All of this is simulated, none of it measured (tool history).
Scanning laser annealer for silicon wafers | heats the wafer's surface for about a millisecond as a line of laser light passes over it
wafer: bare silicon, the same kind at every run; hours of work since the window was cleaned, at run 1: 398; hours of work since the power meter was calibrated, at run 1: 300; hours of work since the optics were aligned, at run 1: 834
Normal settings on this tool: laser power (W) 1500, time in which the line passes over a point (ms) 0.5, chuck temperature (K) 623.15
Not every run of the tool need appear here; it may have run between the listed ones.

run,day,laser power (W),time in which the line passes over a point (ms),chuck temperature (K),hours of work since the window was cleaned,hours of work since the power meter was calibrated,hours of work since the optics were aligned,highest temperature of the surface (K)
1,0,1500,0.5,623.15,398,300,834,1350.15
2,2.692,1500,0.5,623.15,426,328,861,1346.15
3,6.092,1500,0.5,623.15,461,363,896,1345.15
# day 7.633: window over the wafer cleaned
4,7.846,1500,0.5,623.15,2,380,914,1377.15
# day 8.262: optics aligned, line set to its width
5,9.929,1500,0.5,623.15,21,399,17,1364.15
6,11.496,1500,0.5,623.15,38,415,33,1369.15
7,14.45,1500,0.5,623.15,68,446,64,1365.15
8,16.383,1448,0.537,623.15,88,466,84,1363.15
9,17.908,1402,0.356,623.15,104,482,99,1192.15
# day 20.179: optics aligned, line set to its width, once more
10,21.033,1402,0.356,623.15,134,512,9,1203.15
11,24.458,1402,0.356,623.15,169,547,44,1201.15
12,26.642,1402,0.356,623.15,191,569,67,1198.15
13,29.271,1290,0.574,645.15,219,596,94,1324.15

What if the next run were any one of these 4? Each begins from the tool's condition after run 13:
A,31.617,1607,0.607,615.15,243,621,118,?
B,31.617,1500,0.378,648.15,243,621,118,?
C,31.617,1448,0.521,623.15,243,621,118,?
D,31.617,1500,0.594,623.15,243,621,118,?

run,highest temperature of the surface (K)
A,1514.15
B,1286.15
C,1356.15
D,1445.15
With the hidden condition removed and each run's random variation left untouched, the same runs would have given:
run,highest temperature of the surface (K)
A,1545.15
B,1307.15
C,1381.15
D,1472.15
